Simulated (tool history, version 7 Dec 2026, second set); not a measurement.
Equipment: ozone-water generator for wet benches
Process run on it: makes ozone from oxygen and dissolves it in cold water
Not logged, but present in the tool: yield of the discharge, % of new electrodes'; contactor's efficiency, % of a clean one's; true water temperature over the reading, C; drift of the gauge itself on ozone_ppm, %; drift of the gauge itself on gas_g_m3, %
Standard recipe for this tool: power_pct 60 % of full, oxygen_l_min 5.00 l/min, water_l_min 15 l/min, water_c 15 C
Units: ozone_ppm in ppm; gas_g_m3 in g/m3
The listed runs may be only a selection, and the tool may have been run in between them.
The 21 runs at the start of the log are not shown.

| run | hour | power_pct | oxygen_l_min | water_l_min | water_c | hours of work since the electrodes were changed | hours of work since the contactor was cleaned | hours of work since the thermometer was calibrated | ozone_ppm | gas_g_m3 |
|---|---|---|---|---|---|---|---|---|---|---|
| 22 | 558.9 | 58 | 5.00 | 15 | 15 | 1473 | 5090 | 5622 | 24.8 | 201.5 |
|  | 565.8 | contactor cleaned |
| 23 | 601.1 | 58 | 5.00 | 15 | 15 | 1501 | 26 | 5650 | 24.4 | 201.1 |
| 24 | 624.5 | 58 | 5.00 | 15 | 15 | 1518 | 42 | 5667 | 24.8 | 201.4 |
| 25 | 659.4 | 57 | 6.05 | 12 | 15 | 1543 | 68 | 5692 | 29.2 | 184.4 |
| 26 | 693.1 | 57 | 6.05 | 12 | 15 | 1568 | 92 | 5716 | 29.4 | 183.7 |
| 27 | 711.0 | 57 | 6.05 | 12 | 15 | 1581 | 105 | 5729 | 29.2 | 182.9 |
| 28 | 730.3 | 68 | 6.71 | 13 | 14 | 1594 | 119 | 5743 | 31.6 | 201.3 |
|  | 769.3 | contactor cleaned, once more |
| 29 | 769.3 | 94 | 2.89 | 11 | 15 | 1620 | 0 | 5769 | 41.4 | 345.5 |
| 30 | 790.6 | 71 | 3.12 | 11 | 15 | 1635 | 15 | 5784 | 34.2 | 272.9 |
|  | 810.1 | water thermometer calibrated |
| 31 | 822.1 | 71 | 3.12 | 11 | 15 | 1658 | 38 | 9 | 34.3 | 271.2 |
| 32 | 858.5 | 53 | 4.54 | 11 | 16 | 1684 | 64 | 35 | 29.0 | 192.0 |

Here are 4 independent what-if runs from the current tool condition. What would each one return?
| A | 875.4 | 63 | 3.59 | 15 | 17 | 1696 | 76 | 47 | ? | ? |
| B | 875.4 | 53 | 4.37 | 11 | 16 | 1696 | 76 | 47 | ? | ? |
| C | 875.4 | 93 | 5.00 | 15 | 15 | 1696 | 76 | 47 | ? | ? |
| D | 875.4 | 72 | 4.54 | 20 | 16 | 1696 | 76 | 47 | ? | ? |

| run | ozone_ppm | gas_g_m3 |
|---|---|---|
| A | 24.4 | 237.6 |
| B | 28.9 | 196.4 |
| C | 35.6 | 278.1 |
| D | 22.2 | 240.2 |
What these runs would have given with no unlogged condition in the tool:
| run | ozone_ppm | gas_g_m3 |
|---|---|---|
| A | 25.6 | 248.9 |
| B | 30.1 | 204.4 |
| C | 37.8 | 295.5 |
| D | 23.4 | 252.9 |
